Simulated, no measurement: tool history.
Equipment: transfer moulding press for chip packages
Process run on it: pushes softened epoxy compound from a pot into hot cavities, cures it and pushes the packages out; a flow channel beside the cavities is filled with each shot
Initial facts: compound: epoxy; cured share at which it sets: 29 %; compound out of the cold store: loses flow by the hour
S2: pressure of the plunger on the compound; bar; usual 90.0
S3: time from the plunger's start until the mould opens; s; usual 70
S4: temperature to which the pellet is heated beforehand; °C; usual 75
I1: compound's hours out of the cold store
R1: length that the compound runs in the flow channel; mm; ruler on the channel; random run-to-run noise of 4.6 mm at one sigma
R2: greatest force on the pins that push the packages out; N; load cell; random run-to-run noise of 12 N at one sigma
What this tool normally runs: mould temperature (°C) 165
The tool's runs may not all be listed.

run 1 hour=0.0 | mould_temperature_(°C)=165 S2=90.0 S3=70 S4=75 | I1=36.7 | R1=727 R2=534
run 2 hour=20.6 | mould_temperature_(°C)=165 S2=90.0 S3=70 S4=75 | I1=31.5 | R1=736 R2=823
run 3 hour=51.9 | mould_temperature_(°C)=165 S2=90.0 S3=70 S4=75 | I1=20.3 | R1=756 R2=992
-- hour=60.7 cavities cleaned with cleaning compound and waxed
run 4 hour=91.2 | mould_temperature_(°C)=165 S2=90.0 S3=70 S4=75 | I1=40.8 | R1=707 R2=871
-- hour=123.4 cavities cleaned with cleaning compound and waxed
run 5 hour=127.1 | mould_temperature_(°C)=165 S2=90.0 S3=70 S4=75 | I1=13.5 | R1=775 R2=636
-- hour=167.6 plunger's sealing rings changed
run 6 hour=167.6 | mould_temperature_(°C)=165 S2=90.0 S3=57 S4=75 | I1=11.1 | R1=863 R2=1731
-- hour=187.8 cavities cleaned with cleaning compound and waxed
-- hour=202.2 mould's thermocouples calibrated
run 7 hour=217.9 | mould_temperature_(°C)=165 S2=90.0 S3=57 S4=75 | I1=12.9 | R1=834 R2=1584
-- hour=251.7 cavities cleaned with cleaning compound and waxed
run 8 hour=255.8 | mould_temperature_(°C)=165 S2=90.0 S3=57 S4=75 | I1=19.7 | R1=814 R2=1201
run 9 hour=286.0 | mould_temperature_(°C)=165 S2=90.0 S3=57 S4=75 | I1=14.6 | R1=827 R2=1679
-- hour=314.1 cavities cleaned with cleaning compound and waxed
run 10 hour=334.2 | mould_temperature_(°C)=165 S2=90.0 S3=70 S4=81 | I1=15.9 | R1=817 R2=811
run 11 hour=370.6 | mould_temperature_(°C)=165 S2=90.0 S3=70 S4=77 | I1=17.8 | R1=801 R2=1086
-- hour=374.6 cavities cleaned with cleaning compound and waxed
run 12 hour=405.7 | mould_temperature_(°C)=165 S2=100.2 S3=70 S4=75 | I1=10.4 | R1=865 R2=925
run 13 hour=427.3 | mould_temperature_(°C)=165 S2=100.2 S3=70 S4=75 | I1=42.0 | R1=780 R2=987
-- hour=435.2 cavities cleaned with cleaning compound and waxed
run 14 hour=449.3 | mould_temperature_(°C)=165 S2=100.2 S3=70 S4=75 | I1=10.9 | R1=861 R2=773
run 15 hour=471.1 | mould_temperature_(°C)=165 S2=82.8 S3=97 S4=69 | I1=37.7 | R1=709 R2=691
-- hour=496.8 cavities cleaned with cleaning compound and waxed
run 16 hour=512.1 | mould_temperature_(°C)=165 S2=109.6 S3=70 S4=72 | I1=15.2 | R1=876 R2=825
run 17 hour=544.3 | mould_temperature_(°C)=165 S2=109.6 S3=70 S4=72 | I1=22.7 | R1=843 R2=1009
-- hour=558.3 cavities cleaned with cleaning compound and waxed
run 18 hour=574.4 | mould_temperature_(°C)=160 S2=72.9 S3=53 S4=75 | I1=43.8 | R1=657 R2=2081
run 19 hour=611.2 | mould_temperature_(°C)=165 S2=90.0 S3=70 S4=82 | I1=40.6 | R1=717 R2=999
-- hour=619.1 cavities cleaned with cleaning compound and waxed
run 20 hour=653.9 | mould_temperature_(°C)=164 S2=90.0 S3=70 S4=70 | I1=14.9 | R1=768 R2=1046
-- hour=679.6 cavities cleaned with cleaning compound and waxed
run 21 hour=684.6 | mould_temperature_(°C)=164 S2=92.5 S3=70 S4=74 | I1=44.8 | R1=710 R2=652
run 22 hour=730.3 | mould_temperature_(°C)=164 S2=92.5 S3=70 S4=84 | I1=16.7 | R1=775 R2=1024
-- hour=740.4 cavities cleaned with cleaning compound and waxed
run 23 hour=766.1 | mould_temperature_(°C)=164 S2=92.5 S3=70 S4=84 | I1=27.2 | R1=743 R2=896
-- hour=777.1 plunger's sealing rings changed
-- hour=804.8 cavities cleaned with cleaning compound and waxed
run 24 hour=816.8 | mould_temperature_(°C)=164 S2=92.5 S3=70 S4=84 | I1=38.7 | R1=769 R2=718
run 25 hour=841.1 | mould_temperature_(°C)=164 S2=92.5 S3=70 S4=84 | I1=11.7 | R1=857 R2=974
-- hour=866.8 cavities cleaned with cleaning compound and waxed
run 26 hour=885.9 | mould_temperature_(°C)=164 S2=92.5 S3=70 S4=84 | I1=40.6 | R1=758 R2=820
-- hour=927.1 cavities cleaned with cleaning compound and waxed
run 27 hour=927.1 | mould_temperature_(°C)=158 S2=101.3 S3=70 S4=75 | I1=24.3 | R1=864 R2=972

Forecast each of these 5 alternatives for the next run:
run A hour=963.8 | mould_temperature_(°C)=169 S2=90.0 S3=71 S4=65 | I1=17.1 | R1=? R2=?
run B hour=963.8 | mould_temperature_(°C)=165 S2=90.0 S3=70 S4=75 | I1=36.1 | R1=? R2=?
run C hour=963.8 | mould_temperature_(°C)=170 S2=99.2 S3=70 S4=71 | I1=45.2 | R1=? R2=?
run D hour=963.8 | mould_temperature_(°C)=158 S2=101.3 S3=56 S4=75 | I1=18.6 | R1=? R2=?
run E hour=963.8 | mould_temperature_(°C)=163 S2=72.8 S3=59 S4=75 | I1=12.6 | R1=? R2=?

run=A R1=797 R2=795
run=B R1=749 R2=913
run=C R1=761 R2=782
run=D R1=868 R2=2711
run=E R1=735 R2=1721
With no hidden state in the tool, these same runs would have given:
run=A R1=819 R2=483
run=B R1=770 R2=559
run=C R1=782 R2=472
run=D R1=893 R2=1655
run=E R1=756 R2=1068
